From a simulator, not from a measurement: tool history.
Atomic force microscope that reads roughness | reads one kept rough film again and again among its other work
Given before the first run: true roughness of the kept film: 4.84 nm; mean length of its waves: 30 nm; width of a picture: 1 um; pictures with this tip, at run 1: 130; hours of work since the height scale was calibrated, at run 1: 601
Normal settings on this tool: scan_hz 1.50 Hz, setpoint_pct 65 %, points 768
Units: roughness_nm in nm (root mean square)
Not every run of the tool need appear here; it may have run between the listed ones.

| run | hour | scan_hz | setpoint_pct | points | pictures with this tip | hours of work since the height scale was calibrated | roughness_nm |
|---|---|---|---|---|---|---|---|
| 1 | 0.0 | 1.50 | 65 | 768 | 130 | 601 | 3.727 |
| 2 | 34.3 | 1.50 | 65 | 768 | 157 | 617 | 3.596 |
| 3 | 75.3 | 1.50 | 65 | 768 | 189 | 636 | 3.531 |
|  | 112.0 | new tip fitted |
| 4 | 129.4 | 1.50 | 65 | 768 | 13 | 661 | 4.133 |
| 5 | 182.9 | 1.50 | 65 | 768 | 55 | 687 | 3.962 |
| 6 | 208.4 | 1.50 | 65 | 768 | 75 | 699 | 3.867 |
| 7 | 245.1 | 1.50 | 65 | 768 | 103 | 716 | 3.791 |
| 8 | 293.8 | 1.50 | 65 | 768 | 141 | 739 | 3.641 |
| 9 | 318.4 | 1.50 | 65 | 768 | 160 | 750 | 3.601 |
| 10 | 352.5 | 2.08 | 55 | 282 | 186 | 766 | 3.519 |
| 11 | 378.8 | 2.08 | 55 | 282 | 207 | 779 | 3.466 |
|  | 389.2 | new tip fitted |
| 12 | 402.4 | 1.86 | 67 | 768 | 10 | 790 | 4.049 |
| 13 | 444.2 | 1.14 | 84 | 257 | 42 | 809 | 3.760 |
| 14 | 476.7 | 1.14 | 84 | 257 | 68 | 825 | 3.624 |
| 15 | 514.0 | 0.64 | 65 | 768 | 97 | 842 | 3.914 |
| 16 | 539.3 | 0.84 | 62 | 279 | 116 | 854 | 3.828 |

Take each entry between the runs: how does the hidden state at the last listed run before it differ from the hidden state at the first listed run after it?
After run 3, before run 4: new tip fitted (hour 112.0)
  radius of the tip, nm: 15 -> 5.8; height scale over the true one, %: 1.13 -> 1.17
  measured less the result without the state, roughness_nm: -0.629 -> -0.018 nm (root mean square)
After run 11, before run 12: new tip fitted (hour 389.2)
  radius of the tip, nm: 16.2 -> 5.6; height scale over the true one, %: 1.35 -> 1.37
  measured less the result without the state, roughness_nm: -0.687 -> +0.008 nm (root mean square)
